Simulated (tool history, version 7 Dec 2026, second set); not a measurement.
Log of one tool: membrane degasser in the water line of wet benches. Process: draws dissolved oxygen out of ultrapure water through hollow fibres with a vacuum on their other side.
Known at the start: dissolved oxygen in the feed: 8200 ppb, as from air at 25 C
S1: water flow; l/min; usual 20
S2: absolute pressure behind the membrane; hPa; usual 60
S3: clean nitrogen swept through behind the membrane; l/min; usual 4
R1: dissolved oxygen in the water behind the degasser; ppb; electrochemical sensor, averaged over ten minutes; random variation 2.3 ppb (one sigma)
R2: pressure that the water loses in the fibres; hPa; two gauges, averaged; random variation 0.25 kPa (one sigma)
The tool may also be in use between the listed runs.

{"run": 1, "hour": 0.0, "S1": 20, "S2": 60, "S3": 4, "R1": 230.7, "R2": 662.9}
{"run": 2, "hour": 61.3, "S1": 20, "S2": 60, "S3": 2.45, "R1": 256.4, "R2": 667.5}
{"run": 3, "hour": 113.6, "S1": 20, "S2": 60, "S3": 2.45, "R1": 255.1, "R2": 668.5}
{"run": 4, "hour": 172.8, "S1": 20, "S2": 60, "S3": 4, "R1": 229.6, "R2": 663.8}
{"run": 5, "hour": 256.6, "S1": 20, "S2": 60, "S3": 4, "R1": 231, "R2": 664.4}
{"run": 6, "hour": 351.2, "S1": 20, "S2": 60, "S3": 4, "R1": 231.4, "R2": 663.9}
{"run": 7, "hour": 431.4, "S1": 20, "S2": 60, "S3": 4, "R1": 228.9, "R2": 664.2}
{"run": 8, "hour": 483.1, "S1": 20, "S2": 60, "S3": 4, "R1": 232.1, "R2": 662.1}
{"run": 9, "hour": 584.8, "S1": 20, "S2": 59.4, "S3": 4, "R1": 229.1, "R2": 658.9}
{"run": 10, "hour": 657.4, "S1": 20, "S2": 59.4, "S3": 4, "R1": 231.5, "R2": 660.2}
{"run": 11, "hour": 742.4, "S1": 20, "S2": 59.4, "S3": 4, "R1": 230.9, "R2": 660.9}
{"run": 12, "hour": 823.2, "S1": 20, "S2": 59.4, "S3": 4, "R1": 233.1, "R2": 656.6}
{"run": 13, "hour": 940.2, "S1": 20, "S2": 59.4, "S3": 4, "R1": 232.6, "R2": 662.7}
{"run": 14, "hour": 1027.9, "S1": 20, "S2": 59.4, "S3": 3.48, "R1": 233.3, "R2": 658.9}
{"run": 15, "hour": 1106.4, "S1": 20, "S2": 59.4, "S3": 3.48, "R1": 236.5, "R2": 652.5}
{"run": 16, "hour": 1174.2, "S1": 20, "S2": 57.5, "S3": 3.39, "R1": 235.3, "R2": 659.1}
{"run": 17, "hour": 1285.9, "S1": 20, "S2": 42.9, "S3": 3.39, "R1": 215, "R2": 656.2}
{"run": 18, "hour": 1363.8, "S1": 27, "S2": 38.1, "S3": 4, "R1": 464.8, "R2": 886}
{"run": 19, "hour": 1474.6, "S1": 27, "S2": 38.1, "S3": 8.27, "R1": 460.5, "R2": 884.2}
{"run": 20, "hour": 1554.6, "S1": 27, "S2": 38.1, "S3": 8.27, "R1": 457.8, "R2": 876.3}
{"run": 21, "hour": 1615.0, "S1": 27, "S2": 38.1, "S3": 8.27, "R1": 465, "R2": 878.3}
{"run": 22, "hour": 1687.1, "S1": 15, "S2": 126.3, "S3": 4.66, "R1": 144, "R2": 486.7}
{"hour": 1754.3, "done": "gauge calibrated"}
{"run": 23, "hour": 1793.0, "S1": 29, "S2": 87.4, "S3": 2.47, "R1": 674.9, "R2": 967.8}
{"run": 24, "hour": 1862.8, "S1": 29, "S2": 87.4, "S3": 1.76, "R1": 724.9, "R2": 957.1}
{"run": 25, "hour": 1973.5, "S1": 29, "S2": 83.4, "S3": 1.76, "R1": 705.5, "R2": 967}
{"run": 26, "hour": 2040.7, "S1": 20, "S2": 45.5, "S3": 5.8, "R1": 208.3, "R2": 662.3}
{"run": 27, "hour": 2103.3, "S1": 20, "S2": 59.2, "S3": 4, "R1": 228.9, "R2": 669.1}
{"run": 28, "hour": 2195.7, "S1": 20, "S2": 138.4, "S3": 7.13, "R1": 268.2, "R2": 663.2}
{"run": 29, "hour": 2273.8, "S1": 20, "S2": 138.4, "S3": 7.13, "R1": 269.1, "R2": 658.5}
{"run": 30, "hour": 2356.4, "S1": 27, "S2": 148.6, "S3": 2.11, "R1": 764.2, "R2": 892.6}

Forecast each of these 4 alternatives for the next run:
{"run": "A", "hour": 2422.4, "S1": 27, "S2": 36.8, "S3": 8.91, "R1": "?", "R2": "?"}
{"run": "B", "hour": 2422.4, "S1": 16, "S2": 70.7, "S3": 1.68, "R1": "?", "R2": "?"}
{"run": "C", "hour": 2422.4, "S1": 27, "S2": 148.6, "S3": 1.8, "R1": "?", "R2": "?"}
{"run": "D", "hour": 2422.4, "S1": 20, "S2": 130.4, "S3": 4, "R1": "?", "R2": "?"}

run=A R1=458.4 R2=890.9
run=B R1=178.2 R2=527.9
run=C R1=796.2 R2=893.6
run=D R1=310.1 R2=655.4
Without the tool's hidden state the same runs would have given:
run=A R1=458.2 R2=899.5
run=B R1=178 R2=533
run=C R1=796 R2=902.2
run=D R1=309.9 R2=661.8
